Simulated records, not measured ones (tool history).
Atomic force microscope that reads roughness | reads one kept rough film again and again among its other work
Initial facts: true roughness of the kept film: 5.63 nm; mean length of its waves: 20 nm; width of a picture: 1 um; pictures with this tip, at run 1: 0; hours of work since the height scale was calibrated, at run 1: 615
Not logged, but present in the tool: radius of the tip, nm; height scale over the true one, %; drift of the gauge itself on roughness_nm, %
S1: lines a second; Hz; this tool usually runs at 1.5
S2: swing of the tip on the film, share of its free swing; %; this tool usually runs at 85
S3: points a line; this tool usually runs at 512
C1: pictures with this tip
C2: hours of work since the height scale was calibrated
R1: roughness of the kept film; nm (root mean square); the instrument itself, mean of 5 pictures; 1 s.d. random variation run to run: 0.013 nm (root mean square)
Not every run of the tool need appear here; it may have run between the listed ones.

run	day	S1	S2	S3	C1	C2	R1
1	0	1.5	85	512	0	615	2.954
2	0.571	1.5	85	512	21	625	2.71
3	1.433	1.5	85	512	54	639	2.367
4	2.425	1.5	85	512	91	656	2.062
5	2.962	1.5	85	512	111	664	1.955
6	3.629	1.5	85	512	136	675	1.833
7	4.658	1.5	85	512	175	692	1.655
8	5.712	1.5	85	512	215	710	1.502
9	6.525	2.5	85	512	245	723	1.294
10	7.162	2.5	85	512	269	734	1.221
# day 7.996: new tip fitted
11	8.108	2.5	85	512	4	749	2.705
12	9.05	2.5	85	512	40	765	2.321
13	9.842	1.5	85	512	69	778	2.312
14	10.754	0.88	85	512	104	793	2.161
15	11.796	0.88	85	512	143	810	1.935
16	12.854	0.88	85	512	183	828	1.747
17	13.742	0.88	85	512	216	842	1.605
18	14.392	1.5	63	512	241	853	1.605
19	15	1.5	63	512	264	863	1.522
# day 15.962: new tip fitted
20	16.021	1.5	63	512	2	880	3.353
21	16.454	1.5	63	512	19	887	3.142
22	16.908	1.5	67	512	36	894	2.913
23	17.367	1.03	85	889	53	902	2.603
24	18.175	0.74	59	634	84	915	2.561
25	19.246	1.88	85	507	124	933	1.9
26	19.992	2.03	74	343	152	945	1.867
27	21.012	0.77	81	335	190	962	1.781
28	21.521	0.77	81	335	209	971	1.717
29	22.483	1.5	57	512	246	987	1.649
30	23.438	1.5	57	512	282	1002	1.533
# day 23.912: new tip fitted
31	24.271	2.49	63	427	13	1016	2.999
32	25.079	2.49	63	427	44	1029	2.647
33	25.892	0.61	82	855	74	1043	2.458
34	26.592	1.38	56	351	101	1054	2.288
35	27.138	1.5	73	545	121	1063	2.054
36	28.096	1.33	85	306	157	1079	1.731
37	28.646	1.33	85	306	178	1088	1.63
38	29.392	1.33	85	306	206	1101	1.536
39	30.112	1.33	85	306	233	1112	1.424
40	30.688	2.95	88	742	255	1122	1.132
41	31.146	2.95	88	716	272	1129	1.099
42	31.825	1.73	69	330	298	1141	1.336
# day 31.938: new tip fitted
43	32.771	1.18	85	844	32	1156	2.777

Selected run-to-run steps in R1, each split into two signed amounts: the part the tool would show with no hidden state at all (from settings, incoming material and random variation), and the remainder, which goes to the hidden state together with any gauge scatter not common to the measured and the hidden-state-free results:
Run 10 -> 11: new tip fitted. R1 +1.484 nm (root mean square): hidden state +1.47, all else +0.014.
Run 19 -> 20: new tip fitted. R1 +1.831 nm (root mean square): hidden state +1.823, all else +0.008.
Run 30 -> 31: S1 1.5 -> 2.49, S2 57 -> 63, S3 512 -> 427, new tip fitted. R1 +1.466 nm (root mean square): hidden state +1.627, all else -0.161.
Run 42 -> 43: S1 1.73 -> 1.18, S2 69 -> 85, S3 330 -> 844, new tip fitted. R1 +1.441 nm (root mean square): hidden state +1.524, all else -0.083.
